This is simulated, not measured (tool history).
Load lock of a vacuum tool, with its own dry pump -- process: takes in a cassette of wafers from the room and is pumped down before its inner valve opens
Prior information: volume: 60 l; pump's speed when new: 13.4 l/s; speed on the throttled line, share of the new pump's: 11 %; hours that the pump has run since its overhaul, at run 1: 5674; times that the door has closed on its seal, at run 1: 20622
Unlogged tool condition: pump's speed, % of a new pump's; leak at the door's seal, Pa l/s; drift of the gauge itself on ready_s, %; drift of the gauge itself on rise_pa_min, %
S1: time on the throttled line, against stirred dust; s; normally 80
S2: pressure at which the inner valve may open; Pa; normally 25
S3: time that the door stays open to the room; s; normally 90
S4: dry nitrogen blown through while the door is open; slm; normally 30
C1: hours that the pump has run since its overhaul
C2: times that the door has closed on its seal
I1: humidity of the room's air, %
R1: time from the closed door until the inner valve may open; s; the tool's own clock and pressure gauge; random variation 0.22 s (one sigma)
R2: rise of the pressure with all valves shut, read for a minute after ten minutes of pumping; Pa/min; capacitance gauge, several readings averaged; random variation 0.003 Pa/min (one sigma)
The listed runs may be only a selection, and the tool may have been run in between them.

Run 1, hour 0: usual settings; C1 5674; C2 20622; I1 47.3. Result: R1 110.3 s, R2 0.095 Pa/min.
Run 2, hour 293.1: usual settings; C1 5967; C2 21180; I1 43.8. Result: R1 110.7 s, R2 0.097 Pa/min.
Run 3, hour 438.7: usual settings; C1 6113; C2 21457; I1 46. Result: R1 110.3 s, R2 0.103 Pa/min.
Run 4, hour 614.9: usual settings; C1 6289; C2 21792; I1 45.6. Result: R1 110.3 s, R2 0.1 Pa/min.
Run 5, hour 841: usual settings but S2 21 Pa; C1 6515; C2 22223; I1 45.7. Result: R1 111.4 s, R2 0.104 Pa/min.
Run 6, hour 1080.2: usual settings but S2 21 Pa; C1 6754; C2 22678; I1 45.6. Result: R1 111.5 s, R2 0.101 Pa/min.
Run 7, hour 1271.1: usual settings but S2 21 Pa; C1 6945; C2 23041; I1 46.1. Result: R1 111 s, R2 0.103 Pa/min.
Run 8, hour 1522: usual settings; C1 7196; C2 23519; I1 43.1. Result: R1 110.7 s, R2 0.113 Pa/min.
Run 9, hour 1800.3: usual settings; C1 7474; C2 24049; I1 45.1. Result: R1 110.8 s, R2 0.115 Pa/min.
Run 10, hour 2065.9: usual settings but S3 28 s; C1 7740; C2 24554; I1 43.8. Result: R1 110.9 s, R2 0.11 Pa/min.
Run 11, hour 2412.1: usual settings but S3 28 s; C1 8086; C2 25213; I1 49.5. Result: R1 110.4 s, R2 0.11 Pa/min.
Run 12, hour 2685: usual settings but S3 28 s; C1 8359; C2 25733; I1 42.7. Result: R1 110.3 s, R2 0.118 Pa/min.
Run 13, hour 2927.1: usual settings but S3 28 s; C1 8601; C2 26194; I1 42. Result: R1 111.2 s, R2 0.121 Pa/min.
Run 14, hour 3166: usual settings but S1 88 s, S3 121 s, S4 8 slm; C1 8840; C2 26649; I1 48. Result: R1 118.6 s, R2 0.153 Pa/min.
Run 15, hour 3463.6: usual settings but S1 88 s, S3 121 s, S4 8 slm; C1 9138; C2 27215; I1 43.2. Result: R1 118.2 s, R2 0.158 Pa/min.
Run 16, hour 3729.7: usual settings but S1 88 s, S2 20 Pa, S3 121 s, S4 5 slm; C1 9404; C2 27722; I1 48.8. Result: R1 119.4 s, R2 0.165 Pa/min.
Run 17, hour 4039: usual settings but S1 88 s, S2 20 Pa, S3 121 s, S4 5 slm; C1 9713; C2 28311; I1 45.9. Result: R1 119.7 s, R2 0.167 Pa/min.
Run 18, hour 4331.7: usual settings but S1 55 s, S2 20 Pa, S3 33 s, S4 5 slm; C1 10006; C2 28868; I1 43.2. Result: R1 90.7 s, R2 0.144 Pa/min.
Run 19, hour 4509.3: usual settings but S1 84 s, S2 20 Pa, S3 33 s, S4 4 slm; C1 10183; C2 29206; I1 45.1. Result: R1 116.3 s, R2 0.145 Pa/min.
Run 20, hour 4795.3: usual settings but S1 84 s, S2 20 Pa, S3 33 s, S4 4 slm; C1 10469; C2 29750; I1 45.5. Result: R1 116.4 s, R2 0.15 Pa/min.
Run 21, hour 5002: usual settings but S1 84 s, S2 20 Pa, S3 33 s, S4 4 slm; C1 10676; C2 30144; I1 43.2. Result: R1 116.5 s, R2 0.15 Pa/min.
Run 22, hour 5259.5: usual settings but S1 146 s, S3 144 s, S4 14 slm; C1 10934; C2 30634; I1 45.6. Result: R1 170.2 s, R2 0.175 Pa/min.
Run 23, hour 5542.2: usual settings but S1 143 s, S4 6 slm; C1 11216; C2 31172; I1 47.9. Result: R1 166.8 s, R2 0.171 Pa/min.
Run 24, hour 5876.8: usual settings but S1 105 s, S2 43 Pa, S3 72 s, S4 39 slm; C1 11551; C2 31809; I1 41.4. Result: R1 131.2 s, R2 0.157 Pa/min.
Run 25, hour 6018.1: usual settings but S2 49 Pa, S3 32 s; C1 11692; C2 32078; I1 46.8. Result: R1 108.2 s, R2 0.159 Pa/min.
Run 26, hour 6318.6: usual settings but S2 18 Pa; C1 11993; C2 32650; I1 48.4. Result: R1 113.7 s, R2 0.171 Pa/min.

Results for each run, recomputed without the tool's hidden state and with each run's random variation untouched:
run     R1     R2
  1  108.7  0.015
  2    109  0.015
  3  108.6  0.021
  4  108.5  0.016
  5  109.6  0.017
  6  109.7  0.012
  7  109.1  0.011
  8  108.7  0.017
  9  108.8  0.016
 10  108.8  0.008
 11  108.2  0.005
 12    108   0.01
 13  108.9  0.008
 14  116.3  0.038
 15  115.8  0.038
 16  116.8  0.042
 17    117  0.039
 18   87.6  0.013
 19  113.6  0.012
 20  113.5  0.016
 21  113.6  0.013
 22    168  0.034
 23  164.5  0.028
 24  128.7  0.008
 25  105.4  0.009
 26  110.4  0.017
